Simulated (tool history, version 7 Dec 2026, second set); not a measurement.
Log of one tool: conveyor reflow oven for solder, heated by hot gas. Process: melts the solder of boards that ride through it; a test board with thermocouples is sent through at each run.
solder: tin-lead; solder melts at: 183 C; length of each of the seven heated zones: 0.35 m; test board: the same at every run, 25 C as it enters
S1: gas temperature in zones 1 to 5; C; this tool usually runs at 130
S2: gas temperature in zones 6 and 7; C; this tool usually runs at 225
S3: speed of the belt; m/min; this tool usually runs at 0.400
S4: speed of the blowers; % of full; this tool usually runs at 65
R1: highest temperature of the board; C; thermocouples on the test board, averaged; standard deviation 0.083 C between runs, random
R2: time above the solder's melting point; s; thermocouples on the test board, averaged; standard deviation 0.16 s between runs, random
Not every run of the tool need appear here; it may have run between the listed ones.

run   hour   S1   S2     S3  S4      R1    R2
  1    0.0  130  225  0.400  65  203.16  53.8
  2    7.2  130  225  0.400  65  203.11  53.4
  3   15.2  130  225  0.400  65  203.11  53.8
  4   20.5  130  225  0.400  65  203.07  53.7
  5   32.1  130  225  0.448  65  198.48  39.7
  6   41.5  130  238  0.400  65  213.42  68.7
  7   53.5  130  238  0.400  65  213.47  68.8
  8   61.1  130  225  0.400  65  202.96  53.6
  9   71.9  130  225  0.400  65  203.09  53.4
 10   78.8  130  225  0.400  73  205.56  58.5
 11   88.7  130  225  0.400  73  205.42  58.5
 12  100.1  130  219  0.400  65  198.27  45.0
 13  109.9  130  233  0.400  65  209.44  63.4
 14  116.7  131  233  0.400  65  209.50  63.9
 15  126.5  131  233  0.400  65  209.59  64.3
 16  137.3  131  233  0.400  65  209.50  63.9
 17  143.5  131  233  0.400  72  211.88  67.7
 18  151.6  136  232  0.400  57  206.91  61.7
 19  157.8  130  229  0.441  65  202.06  45.8
 20  169.2  124  229  0.405  65  204.09  52.1
 21  178.6  143  234  0.343  69  219.43  97.1
 22  184.0  122  225  0.377  65  203.33  55.2
 23  191.4  122  225  0.377  65  203.33  54.8
 24  200.3  122  225  0.377  65  203.15  54.5
 25  207.4  130  214  0.400  56  191.13  26.9
 26  213.5  130  222  0.363  81  208.02  70.9
 27  223.0  130  223  0.326  65  208.10  79.1
 28  234.9  130  223  0.326  65  207.97  79.0
     245.9  -- flux residue cleaned out of gas plates and filters
 29  248.4  130  223  0.326  65  209.10  81.1
 30  255.2  132  225  0.400  59  202.31  52.9

For some of the steps in R1 from one run to the next: how much would appear even if the tool had no hidden state, given the settings, what came in and random variation, and how much remains for the hidden state plus any gauge scatter that the measured result and the result without hidden state don't share?
Hidden state at play: heat that the gas passes to the board, % of a clean oven's; belt's true speed, % of the reading; true gas temperature in zones 6 and 7 over the reading, C; drift of the gauge itself on peak_c, C; drift of the gauge itself on liquid_s, %.
Run 20 -> 21: S1 124 -> 143, S2 229 -> 234, S3 0.405 -> 0.343, S4 65 -> 69. R1 +15.34 C: hidden state +0.34, all else +15.00.
Run 21 -> 22: S1 143 -> 122, S2 234 -> 225, S3 0.343 -> 0.377, S4 69 -> 65. R1 -16.10 C: hidden state -0.25, all else -15.85.
Run 25 -> 26: S2 214 -> 222, S3 0.400 -> 0.363, S4 56 -> 81. R1 +16.89 C: hidden state +0.02, all else +16.87.
Run 28 -> 29: flux residue cleaned out of gas plates and filters. R1 +1.13 C: hidden state +1.02, all else +0.11.
